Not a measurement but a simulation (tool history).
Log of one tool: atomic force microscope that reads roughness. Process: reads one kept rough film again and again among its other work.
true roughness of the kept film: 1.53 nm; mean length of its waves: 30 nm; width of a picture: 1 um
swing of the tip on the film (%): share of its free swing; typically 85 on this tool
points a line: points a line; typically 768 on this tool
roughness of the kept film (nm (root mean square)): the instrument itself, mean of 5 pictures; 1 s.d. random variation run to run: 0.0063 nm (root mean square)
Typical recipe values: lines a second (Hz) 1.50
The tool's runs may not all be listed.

| run | hour | lines a second (Hz) | swing of the tip on the film (%) | points a line | roughness of the kept film (nm (root mean square)) |
|---|---|---|---|---|---|
| 1 | 0.0 | 1.50 | 85 | 768 | 1.173 |
| 2 | 8.4 | 1.50 | 61 | 768 | 1.314 |
| 3 | 21.8 | 1.50 | 56 | 768 | 1.322 |
| 4 | 28.7 | 1.50 | 56 | 768 | 1.329 |
| 5 | 43.0 | 1.50 | 56 | 768 | 1.320 |
| 6 | 54.8 | 1.50 | 85 | 768 | 1.137 |
| 7 | 68.0 | 1.50 | 85 | 768 | 1.130 |
| 8 | 85.1 | 1.50 | 85 | 414 | 1.129 |
| 9 | 97.7 | 1.50 | 85 | 414 | 1.116 |
| 10 | 115.0 | 1.50 | 85 | 414 | 1.096 |
| 11 | 123.2 | 1.50 | 85 | 414 | 1.099 |
| 12 | 137.6 | 1.50 | 85 | 414 | 1.088 |
| 13 | 147.6 | 1.06 | 85 | 768 | 1.151 |
| 14 | 158.6 | 1.06 | 85 | 768 | 1.139 |
| 15 | 169.8 | 1.06 | 85 | 768 | 1.138 |
| 16 | 178.0 | 1.06 | 85 | 768 | 1.123 |
| 17 | 193.0 | 1.05 | 77 | 944 | 1.173 |
| 18 | 205.6 | 2.83 | 80 | 402 | 0.987 |
| 19 | 214.5 | 0.72 | 85 | 414 | 1.163 |
| 20 | 225.2 | 0.76 | 85 | 356 | 1.149 |
| 21 | 239.5 | 0.76 | 85 | 356 | 1.137 |
|  | 246.3 | new tip fitted |
| 22 | 252.7 | 2.63 | 82 | 356 | 1.119 |
| 23 | 268.7 | 0.52 | 85 | 304 | 1.330 |
| 24 | 282.5 | 0.52 | 85 | 304 | 1.307 |
| 25 | 290.0 | 1.12 | 62 | 262 | 1.367 |
| 26 | 306.3 | 3.67 | 70 | 281 | 1.147 |
| 27 | 322.8 | 3.67 | 70 | 281 | 1.140 |
| 28 | 333.6 | 3.67 | 70 | 281 | 1.132 |
| 29 | 345.2 | 0.52 | 80 | 874 | 1.328 |

Predict each of these 3 candidate next runs independently; none follows another, all start after run 29:
| A | 357.2 | 1.50 | 85 | 351 | ? |
| B | 357.2 | 0.52 | 65 | 351 | ? |
| C | 357.2 | 1.02 | 65 | 784 | ? |

| run | roughness of the kept film (nm (root mean square)) |
|---|---|
| A | 1.167 |
| B | 1.344 |
| C | 1.323 |
What these runs would have given with no unlogged condition in the tool:
| run | roughness of the kept film (nm (root mean square)) |
|---|---|
| A | 1.230 |
| B | 1.417 |
| C | 1.395 |

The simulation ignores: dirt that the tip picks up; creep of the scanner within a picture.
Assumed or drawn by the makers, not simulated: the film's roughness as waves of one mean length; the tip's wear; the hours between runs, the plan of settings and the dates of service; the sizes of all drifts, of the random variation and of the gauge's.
